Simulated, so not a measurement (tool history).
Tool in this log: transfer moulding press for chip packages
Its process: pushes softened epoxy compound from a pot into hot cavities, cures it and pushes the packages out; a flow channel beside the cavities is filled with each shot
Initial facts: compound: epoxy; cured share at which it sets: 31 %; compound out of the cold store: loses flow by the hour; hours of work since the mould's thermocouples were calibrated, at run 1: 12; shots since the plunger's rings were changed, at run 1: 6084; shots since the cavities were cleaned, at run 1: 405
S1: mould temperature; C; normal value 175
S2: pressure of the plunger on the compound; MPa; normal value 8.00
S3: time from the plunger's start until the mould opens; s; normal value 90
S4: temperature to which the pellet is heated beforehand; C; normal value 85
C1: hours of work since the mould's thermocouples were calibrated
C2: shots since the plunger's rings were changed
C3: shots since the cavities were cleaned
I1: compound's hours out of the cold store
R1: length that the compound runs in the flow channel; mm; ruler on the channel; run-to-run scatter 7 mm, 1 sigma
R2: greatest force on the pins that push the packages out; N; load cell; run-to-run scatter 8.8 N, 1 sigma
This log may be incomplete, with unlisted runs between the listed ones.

{"run": 1, "hour": 0.0, "S1": 175, "S2": 8.0, "S3": 90, "S4": 85, "C1": 12, "C2": 6084, "C3": 405, "I1": 38.0, "R1": 667, "R2": 721}
{"hour": 11.4, "done": "cavities cleaned with cleaning compound and waxed"}
{"run": 2, "hour": 18.1, "S1": 175, "S2": 8.0, "S3": 90, "S4": 85, "C1": 24, "C2": 6308, "C3": 91, "I1": 20.2, "R1": 717, "R2": 497}
{"run": 3, "hour": 25.3, "S1": 175, "S2": 8.0, "S3": 90, "S4": 85, "C1": 29, "C2": 6405, "C3": 188, "I1": 33.6, "R1": 685, "R2": 571}
{"run": 4, "hour": 32.8, "S1": 175, "S2": 8.0, "S3": 90, "S4": 85, "C1": 34, "C2": 6506, "C3": 289, "I1": 30.5, "R1": 694, "R2": 655}
{"run": 5, "hour": 40.9, "S1": 175, "S2": 8.0, "S3": 90, "S4": 90, "C1": 40, "C2": 6616, "C3": 399, "I1": 21.1, "R1": 721, "R2": 747}
{"run": 6, "hour": 49.0, "S1": 175, "S2": 8.0, "S3": 70, "S4": 85, "C1": 46, "C2": 6725, "C3": 508, "I1": 25.7, "R1": 701, "R2": 1310}
{"hour": 53.0, "done": "cavities cleaned with cleaning compound and waxed"}
{"run": 7, "hour": 65.6, "S1": 175, "S2": 8.0, "S3": 70, "S4": 85, "C1": 56, "C2": 6927, "C3": 169, "I1": 14.6, "R1": 739, "R2": 993}
{"hour": 71.5, "done": "plunger's sealing rings changed"}
{"run": 8, "hour": 77.3, "S1": 175, "S2": 8.0, "S3": 90, "S4": 85, "C1": 63, "C2": 79, "C3": 294, "I1": 40.7, "R1": 729, "R2": 605}
{"run": 9, "hour": 91.2, "S1": 179, "S2": 8.0, "S3": 90, "S4": 85, "C1": 73, "C2": 266, "C3": 481, "I1": 34.3, "R1": 720, "R2": 647}
{"hour": 94.7, "done": "mould's thermocouples calibrated"}
{"hour": 100.2, "done": "cavities cleaned with cleaning compound and waxed"}
{"run": 10, "hour": 104.0, "S1": 175, "S2": 8.0, "S3": 90, "S4": 85, "C1": 6, "C2": 392, "C3": 52, "I1": 37.2, "R1": 736, "R2": 441}
{"run": 11, "hour": 120.0, "S1": 181, "S2": 9.19, "S3": 96, "S4": 79, "C1": 17, "C2": 607, "C3": 267, "I1": 41.9, "R1": 736, "R2": 510}
{"run": 12, "hour": 130.4, "S1": 181, "S2": 6.87, "S3": 87, "S4": 79, "C1": 24, "C2": 747, "C3": 407, "I1": 9.0, "R1": 739, "R2": 619}
{"hour": 141.8, "done": "cavities cleaned with cleaning compound and waxed"}
{"run": 13, "hour": 148.2, "S1": 181, "S2": 6.87, "S3": 98, "S4": 89, "C1": 36, "C2": 967, "C3": 86, "I1": 10.3, "R1": 710, "R2": 403}
{"hour": 159.0, "done": "mould's thermocouples calibrated, once more"}
{"run": 14, "hour": 159.4, "S1": 181, "S2": 6.87, "S3": 98, "S4": 89, "C1": 0, "C2": 1090, "C3": 209, "I1": 37.9, "R1": 639, "R2": 494}
{"run": 15, "hour": 170.9, "S1": 181, "S2": 6.87, "S3": 98, "S4": 89, "C1": 9, "C2": 1245, "C3": 364, "I1": 47.5, "R1": 627, "R2": 589}
{"run": 16, "hour": 182.5, "S1": 172, "S2": 8.0, "S3": 120, "S4": 85, "C1": 17, "C2": 1402, "C3": 521, "I1": 27.8, "R1": 765, "R2": 656}
{"hour": 185.5, "done": "cavities cleaned with cleaning compound and waxed"}
{"run": 17, "hour": 191.3, "S1": 172, "S2": 6.02, "S3": 76, "S4": 79, "C1": 22, "C2": 1501, "C3": 78, "I1": 35.8, "R1": 632, "R2": 828}
{"run": 18, "hour": 207.6, "S1": 175, "S2": 7.48, "S3": 71, "S4": 93, "C1": 34, "C2": 1720, "C3": 297, "I1": 44.3, "R1": 668, "R2": 981}
{"run": 19, "hour": 219.8, "S1": 175, "S2": 7.48, "S3": 71, "S4": 93, "C1": 42, "C2": 1884, "C3": 461, "I1": 17.2, "R1": 749, "R2": 1259}

Measured less the same run without the tool's hidden state. The same run-to-run variation is in both; the gauge's scatter may not be:
Unlogged tool condition in this case: true mould temperature over the reading, C; pressure that reaches the compound, % of what is set; grip of the stained cavities, % over clean ones'; drift of the gauge itself on flow_mm, %; drift of the gauge itself on push_out_n, %.
run=1 R1=-59 R2=+337
run=2 R1=-66 R2=+108
run=3 R1=-63 R2=+197
run=4 R1=-66 R2=+272
run=5 R1=-70 R2=+342
run=6 R1=-68 R2=+642
run=7 R1=-75 R2=+315
run=8 R1=-3 R2=+251
run=9 R1=-5 R2=+315
run=10 R1=-7 R2=+65
run=11 R1=-8 R2=+206
run=12 R1=-10 R2=+289
run=13 R1=-11 R2=+93
run=14 R1=-10 R2=+181
run=15 R1=-11 R2=+267
run=16 R1=-15 R2=+329
run=17 R1=-13 R2=+164
run=18 R1=-16 R2=+405
run=19 R1=-20 R2=+604

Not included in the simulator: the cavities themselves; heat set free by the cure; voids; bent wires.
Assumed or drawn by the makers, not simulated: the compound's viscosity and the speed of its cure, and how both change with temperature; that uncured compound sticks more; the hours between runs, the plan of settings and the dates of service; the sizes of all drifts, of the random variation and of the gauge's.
